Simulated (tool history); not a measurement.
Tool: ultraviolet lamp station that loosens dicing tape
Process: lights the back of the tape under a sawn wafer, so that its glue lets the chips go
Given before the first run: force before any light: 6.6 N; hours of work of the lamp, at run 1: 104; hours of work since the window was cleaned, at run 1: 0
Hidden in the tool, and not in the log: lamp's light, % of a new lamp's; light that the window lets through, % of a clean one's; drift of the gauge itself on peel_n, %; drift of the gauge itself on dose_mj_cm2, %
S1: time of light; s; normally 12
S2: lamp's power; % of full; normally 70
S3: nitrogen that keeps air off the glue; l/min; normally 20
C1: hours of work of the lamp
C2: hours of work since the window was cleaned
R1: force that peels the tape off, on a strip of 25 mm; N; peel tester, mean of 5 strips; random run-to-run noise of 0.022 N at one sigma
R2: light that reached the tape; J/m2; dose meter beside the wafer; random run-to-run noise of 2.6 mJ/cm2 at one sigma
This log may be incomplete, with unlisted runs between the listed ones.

{"run": 1, "hour": 0.0, "S1": 12, "S2": 70, "S3": 20, "C1": 104, "C2": 0, "R1": 1.128, "R2": 3230}
{"run": 2, "hour": 11.5, "S1": 12, "S2": 70, "S3": 8, "C1": 111, "C2": 7, "R1": 1.823, "R2": 3170}
{"run": 3, "hour": 18.7, "S1": 12, "S2": 70, "S3": 8, "C1": 115, "C2": 11, "R1": 1.825, "R2": 3170}
{"run": 4, "hour": 24.1, "S1": 12, "S2": 70, "S3": 8, "C1": 118, "C2": 14, "R1": 1.806, "R2": 3130}
{"run": 5, "hour": 34.5, "S1": 12, "S2": 70, "S3": 30, "C1": 124, "C2": 20, "R1": 0.957, "R2": 3190}
{"hour": 35.9, "done": "window cleaned of glue's vapour"}
{"run": 6, "hour": 42.0, "S1": 6, "S2": 70, "S3": 20, "C1": 128, "C2": 4, "R1": 2.668, "R2": 1550}
{"run": 7, "hour": 52.9, "S1": 9, "S2": 97, "S3": 10, "C1": 134, "C2": 10, "R1": 1.653, "R2": 3240}
{"run": 8, "hour": 57.9, "S1": 6, "S2": 70, "S3": 23, "C1": 137, "C2": 13, "R1": 2.621, "R2": 1540}
{"run": 9, "hour": 66.6, "S1": 6, "S2": 70, "S3": 23, "C1": 142, "C2": 18, "R1": 2.604, "R2": 1560}
{"run": 10, "hour": 77.7, "S1": 12, "S2": 80, "S3": 8, "C1": 148, "C2": 24, "R1": 1.56, "R2": 3540}
{"hour": 80.7, "done": "window cleaned of glue's vapour, once more"}
{"run": 11, "hour": 86.8, "S1": 21, "S2": 70, "S3": 20, "C1": 153, "C2": 4, "R1": 0.453, "R2": 5410}
{"run": 12, "hour": 96.0, "S1": 21, "S2": 70, "S3": 20, "C1": 159, "C2": 9, "R1": 0.451, "R2": 5440}

Forecast each of these 5 alternatives for the next run:
{"run": "A", "hour": 102.8, "S1": 21, "S2": 82, "S3": 20, "C1": 162, "C2": 13, "R1": "?", "R2": "?"}
{"run": "B", "hour": 102.8, "S1": 14, "S2": 60, "S3": 32, "C1": 162, "C2": 13, "R1": "?", "R2": "?"}
{"run": "C", "hour": 102.8, "S1": 21, "S2": 64, "S3": 20, "C1": 162, "C2": 13, "R1": "?", "R2": "?"}
{"run": "D", "hour": 102.8, "S1": 7, "S2": 94, "S3": 36, "C1": 162, "C2": 13, "R1": "?", "R2": "?"}
{"run": "E", "hour": 102.8, "S1": 12, "S2": 70, "S3": 12, "C1": 162, "C2": 13, "R1": "?", "R2": "?"}

run=A R1=0.362 R2=6370
run=B R1=0.902 R2=3090
run=C R1=0.524 R2=4920
run=D R1=1.303 R2=2400
run=E R1=1.57 R2=3120
Without the tool's unlogged condition, the same runs would have read:
run=A R1=0.332 R2=6790
run=B R1=0.808 R2=3290
run=C R1=0.468 R2=5250
run=D R1=1.182 R2=2560
run=E R1=1.438 R2=3330
